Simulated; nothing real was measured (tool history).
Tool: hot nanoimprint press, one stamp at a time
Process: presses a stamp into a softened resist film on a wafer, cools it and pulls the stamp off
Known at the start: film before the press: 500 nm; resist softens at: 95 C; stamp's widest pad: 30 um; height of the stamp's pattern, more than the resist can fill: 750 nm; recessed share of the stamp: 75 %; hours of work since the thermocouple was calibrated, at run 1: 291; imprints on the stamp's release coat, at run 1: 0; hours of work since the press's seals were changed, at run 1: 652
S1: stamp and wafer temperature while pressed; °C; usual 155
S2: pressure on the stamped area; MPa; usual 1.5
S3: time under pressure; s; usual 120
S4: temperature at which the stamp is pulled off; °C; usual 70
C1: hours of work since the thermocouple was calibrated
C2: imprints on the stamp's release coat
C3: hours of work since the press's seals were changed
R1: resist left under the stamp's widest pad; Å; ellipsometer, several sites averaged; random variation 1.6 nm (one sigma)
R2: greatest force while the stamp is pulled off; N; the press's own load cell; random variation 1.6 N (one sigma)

run	hour	S1	S2	S3	S4	C1	C2	C3	R1	R2
1	0	155	1.5	120	70	291	0	652	2424	102
# hour 6.2: plate thermocouple calibrated
2	39.4	155	1.5	120	70	27	188	681	2336	104
3	86.7	155	1.5	120	70	64	433	718	2355	106
4	112.8	155	1.5	120	70	85	569	739	2354	105
# hour 136.9: plate thermocouple calibrated, once more
5	141.2	155	1.5	120	70	3	700	759	2518	109
6	186.8	155	1.5	120	70	40	936	796	2504	111
7	211.1	155	1.5	120	70	59	1063	815	2504	110
8	244.3	155	1.5	120	70	86	1234	842	2499	110
9	276.5	155	1.5	120	70	111	1401	868	2490	115
# hour 305.3: stamp cleaned and given a new release coat
10	308.5	155	1.5	100	70	132	17	888	2628	102
11	361	157	1.5	120	70	174	289	930	2291	103
# hour 404: press's hydraulic seals changed and the load cell set to zero
12	416	154	1.11	120	70	212	532	10	2891	106
13	463.3	154	1.11	120	70	250	778	47	2877	112
14	510.5	155	1	209	69	287	1022	85	2500	112
# hour 522.8: plate thermocouple calibrated
15	551.9	155	1.02	209	58	23	1221	116	2559	130
16	592.4	144	1.49	144	56	56	1431	148	3414	136
# hour 615.2: stamp cleaned and given a new release coat
17	647.3	144	2.32	144	77	95	166	187	2816	94
18	698.2	144	2.32	144	77	135	430	228	2770	99
19	727.7	163	1.75	100	75	159	583	251	1843	99
20	775.6	163	1.75	100	75	197	831	290	1830	100
21	813.5	164	1.63	120	60	227	1027	320	1699	123
22	857	164	1.63	120	60	262	1252	355	1679	130

3 ways to go on from here, each from the tool as it stands after run 22. What would each give?
# hour 903: plate thermocouple calibrated
# hour 917.5: stamp cleaned and given a new release coat
A	918	149	1.28	136	70	7	3	396	?	?
# hour 903: plate thermocouple calibrated
# hour 917.5: stamp cleaned and given a new release coat
B	918	164	1.5	120	72	7	3	396	?	?
# hour 903: plate thermocouple calibrated
# hour 917.5: stamp cleaned and given a new release coat
C	918	154	1.5	230	70	7	3	396	?	?

run	R1	R2
A	3184	104
B	1837	100
C	2102	104
Without the tool's hidden state the same runs would have given:
run	R1	R2
A	3175	104
B	1825	100
C	2089	104
